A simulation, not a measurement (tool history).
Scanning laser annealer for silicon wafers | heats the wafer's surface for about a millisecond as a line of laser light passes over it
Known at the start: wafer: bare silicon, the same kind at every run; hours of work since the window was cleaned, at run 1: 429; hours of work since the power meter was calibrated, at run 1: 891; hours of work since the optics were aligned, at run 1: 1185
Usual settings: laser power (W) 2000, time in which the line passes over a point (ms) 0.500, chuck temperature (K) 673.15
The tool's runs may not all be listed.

run	day	laser power (W)	time in which the line passes over a point (ms)	chuck temperature (K)	hours of work since the window was cleaned	hours of work since the power meter was calibrated	hours of work since the optics were aligned	highest temperature of the surface (K)
1	0.000	2000	0.500	673.15	429	891	1185	1480.15
2	2.742	2000	0.500	673.15	477	939	1233	1481.15
3	5.071	2000	0.500	673.15	518	980	1274	1482.15
4	7.362	2000	0.500	673.15	558	1021	1315	1482.15
5	10.062	2000	0.500	673.15	606	1068	1362	1480.15
# day 10.533: window over the wafer cleaned
6	13.062	2000	0.500	673.15	45	1120	1414	1484.15
7	15.121	2000	0.500	662.15	81	1156	1450	1469.15
8	18.100	2000	0.500	662.15	133	1208	1502	1467.15
9	20.167	2000	0.500	662.15	170	1245	1539	1470.15
10	22.467	1739	0.500	662.15	210	1285	1579	1341.15
11	25.342	1739	0.500	662.15	261	1336	1630	1340.15
12	28.171	2102	0.500	673.15	311	1386	1680	1533.15
13	31.788	2000	0.500	673.15	375	1450	1744	1480.15
14	35.288	1744	0.500	673.15	436	1511	1805	1355.15
15	38.871	2000	0.500	673.15	499	1574	1868	1479.15
16	42.125	2000	0.500	673.15	557	1632	1926	1483.15
# day 43.983: optics aligned, line set to its width
17	44.621	2000	0.500	673.15	597	1672	11	1481.15
# day 45.592: window over the wafer cleaned
18	46.888	2000	0.500	699.15	23	1711	50	1509.15
19	50.088	2000	0.500	699.15	79	1767	106	1507.15
20	52.621	2000	0.500	699.15	124	1811	151	1508.15
21	54.533	2000	0.500	699.15	158	1845	184	1510.15
22	57.388	2000	0.500	708.15	208	1896	235	1513.15
23	60.429	2006	0.500	687.15	261	1949	288	1498.15
24	63.538	2006	0.526	647.15	316	2004	343	1481.15
25	65.775	2074	0.582	673.15	356	2043	383	1600.15
26	69.092	2074	0.582	673.15	414	2102	441	1599.15
27	73.125	1904	0.532	645.15	485	2173	512	1435.15
28	76.071	1822	0.500	684.15	537	2225	564	1403.15
29	77.896	1721	0.404	643.15	569	2257	596	1231.15
# day 80.425: window over the wafer cleaned
30	82.050	1721	0.404	642.15	29	2329	668	1233.15
31	86.133	1879	0.498	673.15	101	2401	740	1418.15
32	89.142	1879	0.498	673.15	154	2454	793	1416.15
33	92.858	2121	0.365	673.15	219	2519	858	1394.15
34	95.717	1848	0.500	671.15	269	2569	909	1404.15
35	98.304	1837	0.500	680.15	315	2615	954	1406.15
36	100.208	1922	0.610	676.15	349	2649	988	1538.15
37	102.896	2141	0.405	671.15	396	2696	1035	1446.15
38	105.492	2141	0.405	671.15	442	2742	1081	1447.15
39	107.283	2161	0.399	661.15	473	2773	1113	1440.15
40	111.346	2000	0.381	673.15	545	2845	1184	1361.15
41	113.304	2000	0.381	673.15	579	2879	1219	1361.15
# day 115.221: window over the wafer cleaned
42	115.942	1734	0.612	649.15	13	2924	1264	1415.15

Forecast each of these 3 alternatives for the next run:
A	118.583	2062	0.612	649.15	59	2971	1310	?
B	118.583	1940	0.406	649.15	59	2971	1310	?
C	118.583	1734	0.430	649.15	59	2971	1310	?

run	highest temperature of the surface (K)
A	1599.15
B	1338.15
C	1266.15
Without the tool's hidden state the same runs would have given:
run	highest temperature of the surface (K)
A	1599.15
B	1338.15
C	1266.15

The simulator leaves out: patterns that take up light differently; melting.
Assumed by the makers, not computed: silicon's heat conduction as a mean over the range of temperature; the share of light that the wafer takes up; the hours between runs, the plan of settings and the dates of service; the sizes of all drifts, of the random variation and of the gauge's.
